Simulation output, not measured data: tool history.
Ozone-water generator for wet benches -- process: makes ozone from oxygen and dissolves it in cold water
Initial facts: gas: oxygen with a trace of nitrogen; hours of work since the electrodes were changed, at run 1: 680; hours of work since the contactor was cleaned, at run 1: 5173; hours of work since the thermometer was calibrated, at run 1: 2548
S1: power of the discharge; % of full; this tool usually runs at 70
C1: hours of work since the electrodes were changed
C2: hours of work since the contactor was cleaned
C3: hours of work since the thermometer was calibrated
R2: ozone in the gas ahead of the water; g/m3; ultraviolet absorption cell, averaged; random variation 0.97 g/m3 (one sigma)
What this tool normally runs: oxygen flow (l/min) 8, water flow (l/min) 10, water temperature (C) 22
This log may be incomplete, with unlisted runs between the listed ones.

run 1 hour=0 | S1=70 oxygen_flow_(l/min)=8 water_flow_(l/min)=10 water_temperature_(C)=22 | C1=680 C2=5173 C3=2548 | dissolved_ozone_(ppm)=18.4 R2=160.6
run 2 hour=32.5 | S1=66 oxygen_flow_(l/min)=8 water_flow_(l/min)=10 water_temperature_(C)=22 | C1=701 C2=5194 C3=2569 | dissolved_ozone_(ppm)=17.2 R2=154.5
run 3 hour=49.2 | S1=66 oxygen_flow_(l/min)=8 water_flow_(l/min)=10 water_temperature_(C)=22 | C1=711 C2=5205 C3=2579 | dissolved_ozone_(ppm)=17.5 R2=154.2
run 4 hour=82.4 | S1=70 oxygen_flow_(l/min)=8 water_flow_(l/min)=10 water_temperature_(C)=22 | C1=732 C2=5226 C3=2600 | dissolved_ozone_(ppm)=18.1 R2=162.4
run 5 hour=98.9 | S1=70 oxygen_flow_(l/min)=8 water_flow_(l/min)=10 water_temperature_(C)=22 | C1=743 C2=5236 C3=2611 | dissolved_ozone_(ppm)=18 R2=161
run 6 hour=114.8 | S1=70 oxygen_flow_(l/min)=8 water_flow_(l/min)=10 water_temperature_(C)=22 | C1=753 C2=5246 C3=2621 | dissolved_ozone_(ppm)=18.5 R2=161.7
run 7 hour=133.3 | S1=70 oxygen_flow_(l/min)=8 water_flow_(l/min)=10 water_temperature_(C)=22 | C1=765 C2=5258 C3=2633 | dissolved_ozone_(ppm)=18.3 R2=161.5
run 8 hour=147 | S1=70 oxygen_flow_(l/min)=8 water_flow_(l/min)=10 water_temperature_(C)=22 | C1=773 C2=5267 C3=2641 | dissolved_ozone_(ppm)=18.6 R2=162.6
run 9 hour=179.4 | S1=70 oxygen_flow_(l/min)=8 water_flow_(l/min)=10 water_temperature_(C)=22 | C1=794 C2=5287 C3=2662 | dissolved_ozone_(ppm)=18.4 R2=163.1
run 10 hour=194.3 | S1=70 oxygen_flow_(l/min)=4.5 water_flow_(l/min)=10 water_temperature_(C)=22 | C1=803 C2=5297 C3=2671 | dissolved_ozone_(ppm)=19.1 R2=204.2
run 11 hour=223.3 | S1=70 oxygen_flow_(l/min)=4.5 water_flow_(l/min)=10 water_temperature_(C)=22 | C1=822 C2=5315 C3=2690 | dissolved_ozone_(ppm)=19.1 R2=203
run 12 hour=249.9 | S1=70 oxygen_flow_(l/min)=4.5 water_flow_(l/min)=10 water_temperature_(C)=22 | C1=839 C2=5332 C3=2707 | dissolved_ozone_(ppm)=18.9 R2=202.9
run 13 hour=273.7 | S1=70 oxygen_flow_(l/min)=5.68 water_flow_(l/min)=10 water_temperature_(C)=22 | C1=854 C2=5347 C3=2722 | dissolved_ozone_(ppm)=19.1 R2=186.6
run 14 hour=289.9 | S1=55 oxygen_flow_(l/min)=8 water_flow_(l/min)=10 water_temperature_(C)=22 | C1=864 C2=5357 C3=2732 | dissolved_ozone_(ppm)=14.8 R2=131.2
run 15 hour=308.4 | S1=55 oxygen_flow_(l/min)=8 water_flow_(l/min)=10 water_temperature_(C)=22 | C1=876 C2=5369 C3=2744 | dissolved_ozone_(ppm)=14.7 R2=131.8
run 16 hour=332.9 | S1=70 oxygen_flow_(l/min)=8 water_flow_(l/min)=10 water_temperature_(C)=22 | C1=891 C2=5385 C3=2759 | dissolved_ozone_(ppm)=18.4 R2=162.3
run 17 hour=347 | S1=78 oxygen_flow_(l/min)=8 water_flow_(l/min)=9 water_temperature_(C)=17 | C1=900 C2=5394 C3=2768 | dissolved_ozone_(ppm)=24.4 R2=177.2
run 18 hour=367.3 | S1=78 oxygen_flow_(l/min)=8 water_flow_(l/min)=9 water_temperature_(C)=17 | C1=913 C2=5406 C3=2781 | dissolved_ozone_(ppm)=24.3 R2=179.1
run 19 hour=398 | S1=70 oxygen_flow_(l/min)=8 water_flow_(l/min)=14 water_temperature_(C)=22 | C1=933 C2=5426 C3=2801 | dissolved_ozone_(ppm)=13.7 R2=160.7
run 20 hour=412.2 | S1=70 oxygen_flow_(l/min)=8 water_flow_(l/min)=14 water_temperature_(C)=22 | C1=942 C2=5435 C3=2810 | dissolved_ozone_(ppm)=13.8 R2=162.2
run 21 hour=441.2 | S1=70 oxygen_flow_(l/min)=11.98 water_flow_(l/min)=10 water_temperature_(C)=22 | C1=960 C2=5453 C3=2828 | dissolved_ozone_(ppm)=17 R2=138.2
run 22 hour=464.4 | S1=70 oxygen_flow_(l/min)=5.68 water_flow_(l/min)=9 water_temperature_(C)=22 | C1=975 C2=5468 C3=2843 | dissolved_ozone_(ppm)=20.8 R2=185.3
run 23 hour=483.5 | S1=63 oxygen_flow_(l/min)=5.68 water_flow_(l/min)=9 water_temperature_(C)=22 | C1=987 C2=5480 C3=2855 | dissolved_ozone_(ppm)=18.5 R2=169
run 24 hour=517.2 | S1=40 oxygen_flow_(l/min)=7.92 water_flow_(l/min)=9 water_temperature_(C)=21 | C1=1008 C2=5502 C3=2876 | dissolved_ozone_(ppm)=12.4 R2=98.4
run 25 hour=536.8 | S1=56 oxygen_flow_(l/min)=7.55 water_flow_(l/min)=9 water_temperature_(C)=21 | C1=1021 C2=5514 C3=2889 | dissolved_ozone_(ppm)=16.8 R2=134.8
run 26 hour=555.8 | S1=70 oxygen_flow_(l/min)=6.89 water_flow_(l/min)=8 water_temperature_(C)=17 | C1=1033 C2=5526 C3=2901 | dissolved_ozone_(ppm)=24.8 R2=171.6
run 27 hour=589.7 | S1=59 oxygen_flow_(l/min)=5.8 water_flow_(l/min)=8 water_temperature_(C)=17 | C1=1054 C2=5548 C3=2922 | dissolved_ozone_(ppm)=21.7 R2=158.4
run 28 hour=607.5 | S1=62 oxygen_flow_(l/min)=12.19 water_flow_(l/min)=8 water_temperature_(C)=18 | C1=1066 C2=5559 C3=2934 | dissolved_ozone_(ppm)=19.6 R2=123.1
run 29 hour=628.9 | S1=62 oxygen_flow_(l/min)=12.19 water_flow_(l/min)=8 water_temperature_(C)=18 | C1=1079 C2=5573 C3=2947 | dissolved_ozone_(ppm)=19.6 R2=123
run 30 hour=658.2 | S1=48 oxygen_flow_(l/min)=12.19 water_flow_(l/min)=8 water_temperature_(C)=18 | C1=1098 C2=5591 C3=2966 | dissolved_ozone_(ppm)=15.7 R2=97.3
run 31 hour=683.6 | S1=43 oxygen_flow_(l/min)=5.29 water_flow_(l/min)=8 water_temperature_(C)=20 | C1=1114 C2=5607 C3=2982 | dissolved_ozone_(ppm)=15.4 R2=124
run 32 hour=705.4 | S1=80 oxygen_flow_(l/min)=8 water_flow_(l/min)=13 water_temperature_(C)=22 | C1=1128 C2=5621 C3=2996 | dissolved_ozone_(ppm)=16.7 R2=181.4

Here are 5 independent what-if runs from the current tool condition. What would each one return?
run A hour=724.4 | S1=70 oxygen_flow_(l/min)=7.56 water_flow_(l/min)=10 water_temperature_(C)=17 | C1=1140 C2=5633 C3=3008 | dissolved_ozone_(ppm)=? R2=?
run B hour=724.4 | S1=70 oxygen_flow_(l/min)=8 water_flow_(l/min)=10 water_temperature_(C)=14 | C1=1140 C2=5633 C3=3008 | dissolved_ozone_(ppm)=? R2=?
run C hour=724.4 | S1=70 oxygen_flow_(l/min)=5.34 water_flow_(l/min)=11 water_temperature_(C)=22 | C1=1140 C2=5633 C3=3008 | dissolved_ozone_(ppm)=? R2=?
run D hour=724.4 | S1=80 oxygen_flow_(l/min)=4.05 water_flow_(l/min)=6 water_temperature_(C)=22 | C1=1140 C2=5633 C3=3008 | dissolved_ozone_(ppm)=? R2=?
run E hour=724.4 | S1=80 oxygen_flow_(l/min)=5.33 water_flow_(l/min)=13 water_temperature_(C)=23 | C1=1140 C2=5633 C3=3008 | dissolved_ozone_(ppm)=? R2=?

run=A dissolved_ozone_(ppm)=20.5 R2=164.1
run=B dissolved_ozone_(ppm)=22 R2=161.3
run=C dissolved_ozone_(ppm)=17.3 R2=190.5
run=D dissolved_ozone_(ppm)=32.7 R2=237
run=E dissolved_ozone_(ppm)=16.5 R2=211.9
What these runs would have given with no unlogged condition in the tool:
run=A dissolved_ozone_(ppm)=21.9 R2=169
run=B dissolved_ozone_(ppm)=23.5 R2=166.2
run=C dissolved_ozone_(ppm)=18.5 R2=196.2
run=D dissolved_ozone_(ppm)=34.8 R2=245
run=E dissolved_ozone_(ppm)=17.8 R2=219
